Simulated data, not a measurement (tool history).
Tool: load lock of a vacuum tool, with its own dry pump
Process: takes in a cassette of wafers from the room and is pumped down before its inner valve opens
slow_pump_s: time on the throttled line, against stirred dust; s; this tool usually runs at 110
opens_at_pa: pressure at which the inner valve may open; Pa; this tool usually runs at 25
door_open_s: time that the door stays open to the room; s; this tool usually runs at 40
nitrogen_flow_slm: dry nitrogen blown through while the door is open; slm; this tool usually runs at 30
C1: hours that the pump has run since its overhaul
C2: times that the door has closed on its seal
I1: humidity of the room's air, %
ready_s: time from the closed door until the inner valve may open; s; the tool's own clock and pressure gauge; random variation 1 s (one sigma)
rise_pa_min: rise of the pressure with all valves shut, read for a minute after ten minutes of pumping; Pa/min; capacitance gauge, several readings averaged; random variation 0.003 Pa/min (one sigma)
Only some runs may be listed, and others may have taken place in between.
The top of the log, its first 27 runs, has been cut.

Run 28, hour 2927.0: usual settings but slow_pump_s 159 s, opens_at_pa 47 Pa, door_open_s 210 s, nitrogen_flow_slm 6 slm; C1 10430; C2 11282; I1 44.4. Result: ready_s 204.6 s, rise_pa_min 0.067 Pa/min.
Run 29, hour 3059.4: usual settings but slow_pump_s 142 s, opens_at_pa 40 Pa, nitrogen_flow_slm 24 slm; C1 10563; C2 11523; I1 41.8. Result: ready_s 197.8 s, rise_pa_min 0.035 Pa/min.
Run 30, hour 3135.2: usual settings but slow_pump_s 142 s, opens_at_pa 40 Pa, nitrogen_flow_slm 24 slm; C1 10638; C2 11662; I1 46.1. Result: ready_s 198.3 s, rise_pa_min 0.041 Pa/min.
Run 31, hour 3245.4: usual settings but opens_at_pa 35 Pa, nitrogen_flow_slm 10 slm; C1 10749; C2 11863; I1 46.3. Result: ready_s 173.6 s, rise_pa_min 0.046 Pa/min.
Run 32, hour 3326.2: usual settings but opens_at_pa 35 Pa, nitrogen_flow_slm 10 slm; C1 10829; C2 12010; I1 46.1. Result: ready_s 175.3 s, rise_pa_min 0.042 Pa/min.
Run 33, hour 3457.7: usual settings but opens_at_pa 35 Pa, nitrogen_flow_slm 10 slm; C1 10961; C2 12250; I1 44.8. Result: ready_s 174.9 s, rise_pa_min 0.047 Pa/min.
Run 34, hour 3623.5: usual settings but slow_pump_s 91 s, opens_at_pa 32 Pa, door_open_s 157 s, nitrogen_flow_slm 36 slm; C1 11127; C2 12553; I1 43.4. Result: ready_s 164.7 s, rise_pa_min 0.045 Pa/min.
Run 35, hour 3700.3: usual settings but slow_pump_s 91 s, opens_at_pa 32 Pa, door_open_s 157 s, nitrogen_flow_slm 36 slm; C1 11204; C2 12693; I1 46.9. Result: ready_s 161.2 s, rise_pa_min 0.045 Pa/min.
Run 36, hour 3813.9: usual settings but slow_pump_s 58 s, door_open_s 121 s, nitrogen_flow_slm 18 slm; C1 11317; C2 12900; I1 45.6. Result: ready_s 143.0 s, rise_pa_min 0.055 Pa/min.

What if the next run were any one of these 5? Each begins from the tool's condition after run 36:
Run A, hour 3950.5: usual settings but slow_pump_s 57 s, opens_at_pa 29 Pa, door_open_s 81 s; C1 11454; C2 13149; I1 45.1. Result: ready_s ?, rise_pa_min ?.
Run B, hour 3950.5: usual settings but slow_pump_s 88 s, door_open_s 121 s, nitrogen_flow_slm 23 slm; C1 11454; C2 13149; I1 41.4. Result: ready_s ?, rise_pa_min ?.
Run C, hour 3950.5: usual settings but nitrogen_flow_slm 4 slm; C1 11454; C2 13149; I1 44.5. Result: ready_s ?, rise_pa_min ?.
Run D, hour 3950.5: usual settings but slow_pump_s 58 s, opens_at_pa 36 Pa, door_open_s 47 s, nitrogen_flow_slm 18 slm; C1 11454; C2 13149; I1 44.3. Result: ready_s ?, rise_pa_min ?.
Run E, hour 3950.5: usual settings but slow_pump_s 106 s, opens_at_pa 27 Pa, door_open_s 121 s, nitrogen_flow_slm 39 slm; C1 11454; C2 13149; I1 42.5. Result: ready_s ?, rise_pa_min ?.

run  ready_s  rise_pa_min
  A    139.9        0.049
  B    164.5        0.043
  C    182.5        0.053
  D    137.7        0.045
  E    176.3        0.045
The same runs, with their run-to-run variation unchanged, on a tool lacking any hidden condition would have given:
run  ready_s  rise_pa_min
  A    117.3        0.027
  B    143.7        0.021
  C    162.9        0.031
  D    115.9        0.023
  E    157.1        0.023
